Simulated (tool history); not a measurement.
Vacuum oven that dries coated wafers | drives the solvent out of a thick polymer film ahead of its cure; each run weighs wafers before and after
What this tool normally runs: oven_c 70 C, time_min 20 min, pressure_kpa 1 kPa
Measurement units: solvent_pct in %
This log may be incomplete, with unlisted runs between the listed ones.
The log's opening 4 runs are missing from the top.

run	day	oven_c	time_min	pressure_kpa	solvent_pct
5	7.083	70	20	3.37	7.12
6	8.817	70	20	3.37	7.11
7	10.488	70	20	3.37	7.03
8	12.408	70	20	3.37	7.02
9	14.621	70	20	1	5.11
10	15.821	70	20	0.95	5.08
11	17.633	70	20	1	5.11
12	18.796	70	20	1	5.1
13	20.271	70	20	1	5.17
# day 20.467: vacuum gauge cleaned of residue and calibrated
14	21.783	70	20	1	5.14
15	23.775	84	20	1	1.44
16	24.783	58	35	1.41	7.04
17	26.392	58	35	1.41	7
18	27.638	58	35	1.41	7.01
19	28.983	58	35	1.41	7.02
20	30.383	61	12	1.41	12.24
# day 31.383: vacuum gauge cleaned of residue and calibrated, once more
21	31.442	61	12	1.41	12.01

Forecast run 22:
22	33.525	61	12	1.41	?

Run 22 came out at solvent_pct 11.99 %.
Minus the tool's unlogged condition, the same run would have read solvent_pct 12.21 %.
